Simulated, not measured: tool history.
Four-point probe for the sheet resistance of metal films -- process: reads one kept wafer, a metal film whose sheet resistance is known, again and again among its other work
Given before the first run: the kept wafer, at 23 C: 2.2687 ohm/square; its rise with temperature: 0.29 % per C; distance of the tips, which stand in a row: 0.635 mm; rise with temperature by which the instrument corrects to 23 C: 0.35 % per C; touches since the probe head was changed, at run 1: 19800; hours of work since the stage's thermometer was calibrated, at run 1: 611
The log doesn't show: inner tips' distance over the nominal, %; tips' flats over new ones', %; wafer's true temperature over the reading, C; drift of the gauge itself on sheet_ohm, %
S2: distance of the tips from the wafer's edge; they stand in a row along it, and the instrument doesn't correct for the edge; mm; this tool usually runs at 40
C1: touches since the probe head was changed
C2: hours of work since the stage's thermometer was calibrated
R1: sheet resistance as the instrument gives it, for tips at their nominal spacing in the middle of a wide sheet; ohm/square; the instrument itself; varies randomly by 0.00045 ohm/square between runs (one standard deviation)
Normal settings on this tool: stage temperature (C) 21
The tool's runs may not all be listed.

run 1 hour=0 | stage_temperature_(C)=21 S2=40 | C1=19800 C2=611 | R1=2.271656
run 2 hour=35.3 | stage_temperature_(C)=21 S2=40 | C1=21266 C2=629 | R1=2.270369
run 3 hour=61.9 | stage_temperature_(C)=21 S2=18 | C1=22374 C2=642 | R1=2.272769
run 4 hour=83.7 | stage_temperature_(C)=21 S2=40 | C1=23278 C2=653 | R1=2.270902
run 5 hour=114.5 | stage_temperature_(C)=21 S2=11 | C1=24556 C2=668 | R1=2.275264
run 6 hour=141.8 | stage_temperature_(C)=21 S2=40 | C1=25692 C2=682 | R1=2.272054
run 7 hour=159.4 | stage_temperature_(C)=21 S2=43 | C1=26423 C2=690 | R1=2.272164
run 8 hour=175.8 | stage_temperature_(C)=21 S2=15 | C1=27105 C2=699 | R1=2.273058
run 9 hour=198.8 | stage_temperature_(C)=21 S2=15 | C1=28060 C2=710 | R1=2.273136
run 10 hour=221.5 | stage_temperature_(C)=21 S2=40 | C1=29003 C2=721 | R1=2.271322
run 11 hour=244.4 | stage_temperature_(C)=21 S2=40 | C1=29954 C2=733 | R1=2.271382
run 12 hour=278.7 | stage_temperature_(C)=21 S2=40 | C1=31380 C2=750 | R1=2.270363
run 13 hour=294.7 | stage_temperature_(C)=21 S2=40 | C1=32043 C2=758 | R1=2.271151
run 14 hour=311 | stage_temperature_(C)=28 S2=40 | C1=32720 C2=766 | R1=2.261862
-- hour=314.7 stage's thermometer calibrated
run 15 hour=344.5 | stage_temperature_(C)=28 S2=40 | C1=34090 C2=15 | R1=2.262931
run 16 hour=369.8 | stage_temperature_(C)=23 S2=66 | C1=35144 C2=27 | R1=2.267844
run 17 hour=385 | stage_temperature_(C)=21 S2=3 | C1=35775 C2=35 | R1=2.324289
run 18 hour=416.3 | stage_temperature_(C)=35 S2=37 | C1=37074 C2=50 | R1=2.252449
run 19 hour=433.7 | stage_temperature_(C)=35 S2=13 | C1=37798 C2=59 | R1=2.255567
-- hour=456.8 stage's thermometer calibrated, once more
run 20 hour=464.2 | stage_temperature_(C)=23 S2=41 | C1=39046 C2=4 | R1=2.266906
run 21 hour=489.5 | stage_temperature_(C)=28 S2=8 | C1=40094 C2=16 | R1=2.267292
run 22 hour=511.7 | stage_temperature_(C)=24 S2=13 | C1=41016 C2=27 | R1=2.267619
run 23 hour=545.3 | stage_temperature_(C)=24 S2=13 | C1=42412 C2=44 | R1=2.267283
run 24 hour=576.2 | stage_temperature_(C)=26 S2=40 | C1=43696 C2=59 | R1=2.261976
run 25 hour=607.4 | stage_temperature_(C)=26 S2=40 | C1=44995 C2=75 | R1=2.261356
run 26 hour=631.3 | stage_temperature_(C)=26 S2=40 | C1=45985 C2=87 | R1=2.26231

Predict each of these 3 candidate next runs independently; none follows another, all start after run 26:
run A hour=665.4 | stage_temperature_(C)=24 S2=40 | C1=47402 C2=104 | R1=?
run B hour=665.4 | stage_temperature_(C)=26 S2=42 | C1=47402 C2=104 | R1=?
run C hour=665.4 | stage_temperature_(C)=35 S2=4 | C1=47402 C2=104 | R1=?

run=A R1=2.265427
run=B R1=2.26192
run=C R1=2.280291
With the hidden condition removed and each run's random variation left untouched, the same runs would have given:
run=A R1=2.268411
run=B R1=2.264901
run=C R1=2.2833

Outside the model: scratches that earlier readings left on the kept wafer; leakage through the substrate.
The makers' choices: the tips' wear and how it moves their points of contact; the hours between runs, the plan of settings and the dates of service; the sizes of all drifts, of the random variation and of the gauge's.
